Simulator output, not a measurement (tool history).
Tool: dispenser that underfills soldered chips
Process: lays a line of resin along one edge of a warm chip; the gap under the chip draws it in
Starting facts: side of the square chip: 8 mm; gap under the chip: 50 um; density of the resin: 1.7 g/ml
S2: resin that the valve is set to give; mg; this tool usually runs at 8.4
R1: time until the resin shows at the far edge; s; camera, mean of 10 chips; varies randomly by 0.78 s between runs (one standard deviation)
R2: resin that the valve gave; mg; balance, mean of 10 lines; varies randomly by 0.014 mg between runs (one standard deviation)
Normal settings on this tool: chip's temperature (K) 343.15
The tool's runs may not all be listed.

run 1 day=0 | chip's_temperature_(K)=343.15 S2=8.4 | R1=81.3 R2=8.2
run 2 day=0.221 | chip's_temperature_(K)=358.15 S2=8.4 | R1=48.4 R2=8.21
run 3 day=0.367 | chip's_temperature_(K)=343.15 S2=7.92 | R1=104.4 R2=7.7
run 4 day=0.646 | chip's_temperature_(K)=343.15 S2=7.92 | R1=77.8 R2=7.69
run 5 day=0.808 | chip's_temperature_(K)=343.15 S2=8.4 | R1=85.8 R2=8.14
run 6 day=0.967 | chip's_temperature_(K)=355.15 S2=8.4 | R1=55.6 R2=8.11
run 7 day=1.092 | chip's_temperature_(K)=343.15 S2=8.4 | R1=102.7 R2=8.12
run 8 day=1.308 | chip's_temperature_(K)=343.15 S2=8.4 | R1=77.2 R2=8.08
run 9 day=1.538 | chip's_temperature_(K)=343.15 S2=8.4 | R1=86.9 R2=8.39
run 10 day=1.804 | chip's_temperature_(K)=343.15 S2=8.4 | R1=103.4 R2=8.37
run 11 day=1.996 | chip's_temperature_(K)=343.15 S2=8.4 | R1=73 R2=8.34
run 12 day=2.146 | chip's_temperature_(K)=343.15 S2=7.24 | R1=82 R2=7.14
run 13 day=2.333 | chip's_temperature_(K)=343.15 S2=7.24 | R1=92.5 R2=7.18
run 14 day=2.558 | chip's_temperature_(K)=343.15 S2=7.24 | R1=108.9 R2=7.16
run 15 day=2.704 | chip's_temperature_(K)=343.15 S2=7.24 | R1=76.8 R2=7.13
run 16 day=2.912 | chip's_temperature_(K)=343.15 S2=8.4 | R1=83.9 R2=8.26
run 17 day=3.067 | chip's_temperature_(K)=343.15 S2=8.4 | R1=93.5 R2=8.23
run 18 day=3.267 | chip's_temperature_(K)=333.15 S2=10.35 | R1=163.6 R2=10.13
run 19 day=3.567 | chip's_temperature_(K)=333.15 S2=10.35 | R1=126.8 R2=10.09
run 20 day=3.692 | chip's_temperature_(K)=338.15 S2=8.77 | R1=108.9 R2=8.54
run 21 day=3.988 | chip's_temperature_(K)=350.15 S2=10.67 | R1=74.4 R2=10.33
run 22 day=4.254 | chip's_temperature_(K)=345.15 S2=10.69 | R1=69.4 R2=10.33
run 23 day=4.462 | chip's_temperature_(K)=345.15 S2=10.69 | R1=77.4 R2=10.7
run 24 day=4.658 | chip's_temperature_(K)=347.15 S2=9.38 | R1=83.6 R2=9.36
run 25 day=4.9 | chip's_temperature_(K)=345.15 S2=10.29 | R1=64.3 R2=10.24
run 26 day=5.062 | chip's_temperature_(K)=345.15 S2=8.41 | R1=71.7 R2=8.33
run 27 day=5.283 | chip's_temperature_(K)=339.15 S2=10.1 | R1=106.6 R2=10
run 28 day=5.442 | chip's_temperature_(K)=339.15 S2=10.1 | R1=122.2 R2=9.97
run 29 day=5.65 | chip's_temperature_(K)=356.15 S2=8.16 | R1=41.2 R2=8.04
run 30 day=5.842 | chip's_temperature_(K)=356.15 S2=8.16 | R1=47.8 R2=8.03
run 31 day=5.983 | chip's_temperature_(K)=356.15 S2=8.16 | R1=50.7 R2=8.01
run 32 day=6.192 | chip's_temperature_(K)=347.15 S2=7.86 | R1=87.9 R2=7.71
run 33 day=6.404 | chip's_temperature_(K)=344.15 S2=10.24 | R1=71.8 R2=9.98

Missing from the log above: 11 entries noted between runs. For each, name the pair of listed runs it sits between and say how the tool's hidden condition differs from the listed run just before to the listed run just after:
From run 3 to run 4: new syringe of resin (day 0.546)
  resin's viscosity, % of fresh resin's: 140.7 -> 104.9; dose that the valve gives, % of what is set: 97.31 -> 96.99; true chip temperature over the reading, C: -0.2 -> -0.19
  what was measured, less what the result would be without the hidden state, R1: +31.2 -> +4.7 s; R2: -0.21 -> -0.24 mg
From run 7 to run 8: new syringe of resin (day 1.25)
  resin's viscosity, % of fresh resin's: 140.7 -> 104.3; dose that the valve gives, % of what is set: 96.47 -> 96.23; true chip temperature over the reading, C: -0.16 -> -0.15
  what was measured, less what the result would be without the hidden state, R1: +30.8 -> +4.1 s; R2: -0.3 -> -0.31 mg
From run 8 to run 9: dispensing valve cleaned and set on the balance (day 1.4)
  resin's viscosity, % of fresh resin's: 104.3 -> 118.1; dose that the valve gives, % of what is set: 96.23 -> 99.88; true chip temperature over the reading, C: -0.15 -> -0.14
  what was measured, less what the result would be without the hidden state, R1: +4.1 -> +13.8 s; R2: -0.31 -> -0.01 mg
From run 10 to run 11: new syringe of resin (day 1.996)
  resin's viscosity, % of fresh resin's: 140.6 -> 100.1; dose that the valve gives, % of what is set: 99.58 -> 99.35; true chip temperature over the reading, C: -0.12 -> -0.11
  what was measured, less what the result would be without the hidden state, R1: +30.4 -> +0.5 s; R2: -0.03 -> -0.05 mg
From run 14 to run 15: new syringe of resin (day 2.704)
  resin's viscosity, % of fresh resin's: 145 -> 100.7; dose that the valve gives, % of what is set: 98.67 -> 98.5
  what was measured, less what the result would be without the hidden state, R1: +34.4 -> +1.1 s; R2: -0.09 -> -0.11 mg
From run 18 to run 19: new syringe of resin (day 3.408)
  resin's viscosity, % of fresh resin's: 145.5 -> 110.7; dose that the valve gives, % of what is set: 97.86 -> 97.52; true chip temperature over the reading, C: -0.03 -> -0.01
  what was measured, less what the result would be without the hidden state, R1: +51.4 -> +12.5 s; R2: -0.22 -> -0.25 mg
From run 21 to run 22: new syringe of resin (day 4.133)
  resin's viscosity, % of fresh resin's: 146 -> 108.4; dose that the valve gives, % of what is set: 97.04 -> 96.73; true chip temperature over the reading, C: 0.01 -> 0.03
  what was measured, less what the result would be without the hidden state, R1: +23.7 -> +5.4 s; R2: -0.31 -> -0.35 mg
From run 22 to run 23: dispensing valve cleaned and set on the balance (day 4.371)
  resin's viscosity, % of fresh resin's: 108.4 -> 120.9; dose that the valve gives, % of what is set: 96.73 -> 99.97; true chip temperature over the reading, C: 0.03 -> 0.04
  what was measured, less what the result would be without the hidden state, R1: +5.4 -> +13.3 s; R2: -0.35 -> -0.01 mg
From run 24 to run 25: new syringe of resin (day 4.883)
  resin's viscosity, % of fresh resin's: 137.9 -> 98.9; dose that the valve gives, % of what is set: 99.73 -> 99.45; true chip temperature over the reading, C: 0.05 -> 0.06
  what was measured, less what the result would be without the hidden state, R1: +22.8 -> -0.9 s; R2: -0.02 -> -0.05 mg
From run 28 to run 29: new syringe of resin (day 5.588)
  resin's viscosity, % of fresh resin's: 141.1 -> 102.1; dose that the valve gives, % of what is set: 98.79 -> 98.54; true chip temperature over the reading, C: 0.09 -> 0.1
  what was measured, less what the result would be without the hidden state, R1: +35.2 -> +0.8 s; R2: -0.12 -> -0.12 mg
From run 32 to run 33: new syringe of resin (day 6.317)
  resin's viscosity, % of fresh resin's: 145.8 -> 106.8; dose that the valve gives, % of what is set: 97.91 -> 97.66; true chip temperature over the reading, C: 0.14 -> 0.15
  what was measured, less what the result would be without the hidden state, R1: +27.6 -> +4.2 s; R2: -0.16 -> -0.24 mg
